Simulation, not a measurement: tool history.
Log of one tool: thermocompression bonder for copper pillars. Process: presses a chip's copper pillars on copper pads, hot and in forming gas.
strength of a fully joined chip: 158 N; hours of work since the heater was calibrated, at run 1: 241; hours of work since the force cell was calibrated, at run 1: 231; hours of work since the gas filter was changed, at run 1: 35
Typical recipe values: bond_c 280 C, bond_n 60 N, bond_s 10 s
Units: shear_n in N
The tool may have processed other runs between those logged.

run	day	bond_c	bond_n	bond_s	hours of work since the heater was calibrated	hours of work since the force cell was calibrated	hours of work since the gas filter was changed	shear_n
1	0	280	60	10	241	231	35	65.8
2	0.246	280	60	10	245	235	39	66.1
3	0.558	280	60	10	250	241	44	66.3
4	0.858	280	60	10	255	246	50	65.1
5	1.258	280	60	10	262	252	56	65.7
6	1.8	280	60	6	271	261	65	53.7
7	2.062	280	60	6	275	266	70	53.1
8	2.529	280	60	10	283	273	77	64.8
9	2.775	280	60	10	287	278	81	65.4
10	3.125	280	89	10	293	283	87	78.3
11	3.504	280	89	10	299	290	94	79.4
12	3.817	280	89	10	305	295	99	79.1
13	4.333	280	89	10	313	304	107	79.2
14	4.583	280	89	10	317	308	111	77.4
15	5.167	280	60	7	327	317	121	56.1
16	5.667	280	60	7	335	326	130	55.3
17	6.258	280	60	10	345	336	139	65.4
18	6.762	280	60	10	354	344	148	65
19	7.321	280	88	10	363	353	157	76.2
20	7.804	280	88	10	371	361	165	76.3
21	8.096	255	88	10	376	366	170	54.4
22	8.538	255	88	10	383	373	177	54.4
23	9.104	255	88	10	393	383	187	54.5
24	9.358	255	88	10	397	387	191	55.8
# day 9.467: force cell calibrated
25	9.808	255	88	10	403	6	197	55.1
26	10.396	255	38	7	413	16	207	28.8
27	10.833	304	60	7	420	23	214	73.8
28	11.308	250	76	29	428	31	222	69.2
29	11.704	298	60	21	435	37	229	98.1
# day 12.283: force cell calibrated, once more
30	12.3	303	60	10	444	0	238	81.6
31	12.854	303	86	16	453	10	247	110
32	13.158	286	62	6	458	15	252	57.1
33	13.742	286	52	6	468	24	262	51.3
34	13.988	286	52	6	472	28	266	52.2
35	14.521	286	52	13	481	37	275	69.7
36	15.092	297	39	13	490	47	284	68.7
37	15.329	264	50	20	494	51	288	59.7
38	15.912	264	50	20	504	60	298	58.5
39	16.371	295	87	5	511	68	306	71.6
40	16.792	280	69	10	518	75	313	67.7
41	17.125	298	79	21	524	81	318	106.4

Measured less the same run without the tool's hidden state. The same run-to-run variation is in both; the gauge's scatter may not be:
The tool's hidden condition here consists of: true temperature of the bond over the reading, C; force that reaches the chip, % of what is set; oxide that the forming gas leaves, % of the face; drift of the gauge itself on shear_n, %.
run	shear_n
1	-1.9
2	-1.9
3	-2.1
4	-2.2
5	-2.2
6	-2.1
7	-2.1
8	-2.6
9	-2.7
10	-3.2
11	-3.2
12	-3.3
13	-3.6
14	-3.5
15	-3
16	-3.1
17	-3.6
18	-3.7
19	-4.3
20	-4.5
21	-3.9
22	-3.9
23	-4.1
24	-4.2
25	-4.5
26	-2.7
27	-5.4
28	-5.8
29	-6.5
30	-4.5
31	-5.4
32	-3.8
33	-3.6
34	-3.8
35	-4.8
36	-4.9
37	-4.8
38	-4.9
39	-5.4
40	-5.5
41	-6.9

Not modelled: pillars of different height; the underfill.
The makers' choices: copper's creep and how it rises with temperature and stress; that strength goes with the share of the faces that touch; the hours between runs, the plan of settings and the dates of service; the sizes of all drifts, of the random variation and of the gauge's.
